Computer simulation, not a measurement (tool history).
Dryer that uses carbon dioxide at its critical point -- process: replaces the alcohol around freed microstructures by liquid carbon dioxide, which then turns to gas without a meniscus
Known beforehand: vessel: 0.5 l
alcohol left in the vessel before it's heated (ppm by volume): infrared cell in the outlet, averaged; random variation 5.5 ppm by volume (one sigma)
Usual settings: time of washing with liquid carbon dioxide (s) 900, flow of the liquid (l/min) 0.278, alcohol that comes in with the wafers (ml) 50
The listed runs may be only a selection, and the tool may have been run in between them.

run	day	time of washing with liquid carbon dioxide (s)	flow of the liquid (l/min)	alcohol that comes in with the wafers (ml)	alcohol left in the vessel before it's heated (ppm by volume)
1	0.000	900	0.278	50	186
2	0.267	900	0.278	50	173
3	0.617	900	0.278	50	187
4	0.929	900	0.278	50	186
5	1.212	900	0.278	50	189
6	1.533	900	0.465	50	16
7	1.879	900	0.465	50	13
8	2.292	900	0.278	50	193
9	2.496	900	0.278	50	189
10	2.912	900	0.278	50	185
11	3.196	900	0.183	22	712
12	3.558	1020	0.278	30	64
13	3.962	960	0.278	30	85
14	4.258	960	0.278	30	92
15	4.679	960	0.278	30	95
16	4.992	960	0.278	30	95
17	5.208	540	0.371	20	279
18	5.467	720	0.344	48	216
19	5.738	900	0.461	32	30
20	5.921	660	0.262	50	1340

Consider 4 possible next runs. They are alternatives, not a sequence: every one starts from the tool as it was left by run 20. What does each give?
A	6.242	660	0.337	50	?
B	6.242	600	0.278	50	?
C	6.242	900	0.430	50	?
D	6.242	1020	0.333	40	?

run	alcohol left in the vessel before it's heated (ppm by volume)
A	404
B	1595
C	38
D	29
Stripped of hidden state, with their random variation kept, the same runs would have yielded:
run	alcohol left in the vessel before it's heated (ppm by volume)
A	313
B	1344
C	21
D	10

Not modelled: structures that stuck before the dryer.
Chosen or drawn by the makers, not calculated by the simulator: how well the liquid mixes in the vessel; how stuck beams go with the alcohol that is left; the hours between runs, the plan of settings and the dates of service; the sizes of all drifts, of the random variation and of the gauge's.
